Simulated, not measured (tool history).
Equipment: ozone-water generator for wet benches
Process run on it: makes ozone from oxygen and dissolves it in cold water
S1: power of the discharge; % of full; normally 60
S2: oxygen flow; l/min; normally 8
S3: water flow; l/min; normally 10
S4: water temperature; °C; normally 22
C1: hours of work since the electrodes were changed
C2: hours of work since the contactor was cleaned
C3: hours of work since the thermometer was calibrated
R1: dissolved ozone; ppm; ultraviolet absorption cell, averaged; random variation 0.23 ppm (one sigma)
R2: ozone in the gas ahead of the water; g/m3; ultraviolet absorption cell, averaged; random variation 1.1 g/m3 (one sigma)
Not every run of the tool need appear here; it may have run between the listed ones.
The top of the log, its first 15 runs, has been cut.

run,hour,S1,S2,S3,S4,C1,C2,C3,R1,R2
16,431.5,60,8,10,22,431,1438,2877,34.2,199.1
17,449,60,8,10,22,448,1455,2894,34.3,199.6
# hour 457.8: gauge calibrated
18,467.3,60,8,10,22,466,1473,2912,34.5,193
19,482.4,65,8,9,22,481,1488,2927,38.1,206.3
20,514.7,77,4.43,14,22,513,1520,2959,37.8,308.3
21,534,66,12.22,8,23,532,1539,2978,34.6,171.1
22,562.2,66,12.22,8,23,560,1567,3006,34.5,171.6
23,592.9,66,12.22,8,23,590,1597,3036,34.3,173.6
24,612.5,66,12.22,11,23,610,1617,3055,31.8,172.9
25,644.9,66,9.64,6,16,641,1649,3087,47.2,192.2
26,662.7,66,7.51,6,16,659,1666,3105,51.5,219.1
27,689.5,87,12.76,10,21,686,1693,3131,41.6,209
28,724.7,67,12.76,10,28,720,1728,3166,28.7,175
29,760.5,93,5.34,10,24,756,1763,3202,49.6,333.5
30,775.9,93,5.34,10,24,771,1778,3217,49,336.5
31,791.7,60,12.76,6,19,787,1794,3233,38.1,160.3
32,822.1,60,12.76,6,19,817,1824,3263,38.2,159.7
33,846.5,41,8,11,22,841,1848,3287,24.6,149.9
34,873.1,60,6.44,10,18,867,1874,3313,39.3,221.1

Alternative continuations, all from the tool just after run 34; predict every row:
A,906.1,98,4.95,11,22,900,1907,3346,?,?
B,906.1,60,4.17,14,22,900,1907,3346,?,?
C,906.1,60,10.88,10,18,900,1907,3346,?,?

run,R1,R2
A,51.4,361.6
B,31.4,268.7
C,35.5,173.2
Without the tool's unlogged condition, the same runs would have read:
run,R1,R2
A,51.4,351.9
B,31.4,261.4
C,35.5,168.6

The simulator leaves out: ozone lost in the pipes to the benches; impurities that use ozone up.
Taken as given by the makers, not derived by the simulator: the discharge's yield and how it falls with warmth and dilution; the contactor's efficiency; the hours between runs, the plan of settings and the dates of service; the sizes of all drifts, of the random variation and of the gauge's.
